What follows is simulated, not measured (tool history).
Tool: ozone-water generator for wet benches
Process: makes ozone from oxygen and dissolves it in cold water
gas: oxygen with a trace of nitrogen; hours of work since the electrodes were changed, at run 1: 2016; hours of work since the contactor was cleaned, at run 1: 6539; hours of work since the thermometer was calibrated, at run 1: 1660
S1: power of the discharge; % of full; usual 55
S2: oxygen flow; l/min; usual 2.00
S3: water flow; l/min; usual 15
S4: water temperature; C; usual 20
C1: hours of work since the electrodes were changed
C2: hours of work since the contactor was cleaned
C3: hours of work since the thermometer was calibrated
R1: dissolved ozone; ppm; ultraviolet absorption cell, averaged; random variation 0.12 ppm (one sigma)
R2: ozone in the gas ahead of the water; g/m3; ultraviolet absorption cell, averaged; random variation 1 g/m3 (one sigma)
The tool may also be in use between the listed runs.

| run | hour | S1 | S2 | S3 | S4 | C1 | C2 | C3 | R1 | R2 |
|---|---|---|---|---|---|---|---|---|---|---|
| 1 | 0.0 | 55 | 2.00 | 15 | 20 | 2016 | 6539 | 1660 | 9.5 | 170.7 |
| 2 | 117.0 | 55 | 2.00 | 12 | 20 | 2108 | 6631 | 1752 | 11.6 | 170.9 |
| 3 | 292.1 | 55 | 2.00 | 15 | 20 | 2246 | 6768 | 1890 | 9.8 | 170.4 |
| 4 | 386.5 | 55 | 2.00 | 15 | 20 | 2320 | 6842 | 1964 | 9.7 | 170.5 |
| 5 | 539.1 | 55 | 2.00 | 15 | 20 | 2439 | 6962 | 2083 | 9.9 | 170.0 |
| 6 | 633.5 | 55 | 2.00 | 15 | 20 | 2513 | 7036 | 2157 | 9.7 | 169.5 |
| 7 | 779.7 | 55 | 2.00 | 15 | 20 | 2628 | 7151 | 2272 | 9.4 | 170.3 |
| 8 | 986.8 | 55 | 2.00 | 15 | 20 | 2790 | 7313 | 2434 | 9.5 | 169.6 |
| 9 | 1101.0 | 55 | 2.00 | 15 | 20 | 2880 | 7403 | 2524 | 9.7 | 168.3 |
| 10 | 1253.1 | 55 | 2.00 | 15 | 20 | 2999 | 7522 | 2643 | 9.3 | 167.8 |
| 11 | 1424.5 | 55 | 2.00 | 15 | 20 | 3134 | 7657 | 2778 | 9.1 | 167.8 |
| 12 | 1645.1 | 55 | 2.00 | 15 | 20 | 3307 | 7830 | 2951 | 9.1 | 168.1 |
| 13 | 1781.1 | 55 | 2.00 | 15 | 20 | 3414 | 7936 | 3058 | 9.5 | 165.7 |
| 14 | 1883.6 | 55 | 2.00 | 15 | 20 | 3494 | 8017 | 3138 | 9.4 | 169.5 |
| 15 | 2074.9 | 55 | 2.00 | 15 | 20 | 3644 | 8167 | 3288 | 9.4 | 164.8 |
| 16 | 2291.1 | 55 | 2.00 | 15 | 20 | 3814 | 8336 | 3458 | 9.4 | 166.8 |
| 17 | 2490.2 | 55 | 2.00 | 15 | 20 | 3970 | 8493 | 3614 | 9.2 | 165.8 |
| 18 | 2592.9 | 66 | 1.38 | 15 | 20 | 4050 | 8573 | 3694 | 9.6 | 225.1 |
| 19 | 2727.9 | 55 | 1.18 | 15 | 17 | 4156 | 8679 | 3800 | 7.9 | 207.6 |
| 20 | 2946.0 | 45 | 1.55 | 15 | 17 | 4327 | 8850 | 3971 | 7.3 | 154.7 |
| 21 | 3039.2 | 45 | 1.55 | 15 | 17 | 4400 | 8923 | 4045 | 7.3 | 155.7 |
| 22 | 3237.9 | 45 | 1.55 | 15 | 17 | 4556 | 9079 | 4200 | 7.2 | 154.5 |
| 23 | 3402.5 | 77 | 2.00 | 12 | 20 | 4685 | 9208 | 4329 | 14.4 | 213.3 |
| 24 | 3546.8 | 77 | 2.00 | 12 | 18 | 4799 | 9321 | 4443 | 14.7 | 210.8 |
| 25 | 3704.4 | 77 | 2.00 | 12 | 18 | 4922 | 9445 | 4566 | 14.6 | 210.2 |
| 26 | 3907.4 | 77 | 2.00 | 12 | 18 | 5082 | 9604 | 4726 | 14.2 | 211.7 |
| 27 | 4070.7 | 45 | 1.75 | 24 | 25 | 5210 | 9732 | 4854 | 4.4 | 145.7 |
| 28 | 4296.8 | 45 | 1.75 | 24 | 25 | 5387 | 9910 | 5031 | 4.3 | 144.8 |
|  | 4370.5 | water thermometer calibrated |
| 29 | 4467.4 | 45 | 1.75 | 18 | 26 | 5520 | 10043 | 76 | 5.8 | 144.1 |
| 30 | 4632.3 | 55 | 1.65 | 14 | 20 | 5650 | 10173 | 205 | 8.8 | 173.5 |
| 31 | 4839.5 | 55 | 1.65 | 14 | 20 | 5812 | 10335 | 368 | 8.9 | 173.1 |
| 32 | 4943.7 | 55 | 2.96 | 12 | 15 | 5894 | 10417 | 450 | 12.2 | 135.9 |
| 33 | 5127.6 | 90 | 3.30 | 10 | 15 | 6038 | 10561 | 594 | 20.7 | 188.2 |

Forecast each of these 4 alternatives for the next run:
|  | 5247.9 | contactor cleaned |
| A | 5303.4 | 65 | 2.00 | 15 | 20 | 6173 | 44 | 729 | ? | ? |
|  | 5247.9 | contactor cleaned |
| B | 5303.4 | 90 | 3.30 | 10 | 16 | 6173 | 44 | 729 | ? | ? |
|  | 5247.9 | contactor cleaned |
| C | 5303.4 | 55 | 2.50 | 15 | 20 | 6173 | 44 | 729 | ? | ? |
|  | 5247.9 | contactor cleaned |
| D | 5303.4 | 58 | 1.15 | 15 | 14 | 6173 | 44 | 729 | ? | ? |

| run | R1 | R2 |
|---|---|---|
| A | 10.7 | 181.3 |
| B | 21.9 | 189.1 |
| C | 9.9 | 141.4 |
| D | 8.8 | 210.3 |
Without the tool's hidden state the same runs would have given:
| run | R1 | R2 |
|---|---|---|
| A | 12.3 | 206.8 |
| B | 26.1 | 224.3 |
| C | 11.1 | 158.3 |
| D | 9.9 | 236.8 |

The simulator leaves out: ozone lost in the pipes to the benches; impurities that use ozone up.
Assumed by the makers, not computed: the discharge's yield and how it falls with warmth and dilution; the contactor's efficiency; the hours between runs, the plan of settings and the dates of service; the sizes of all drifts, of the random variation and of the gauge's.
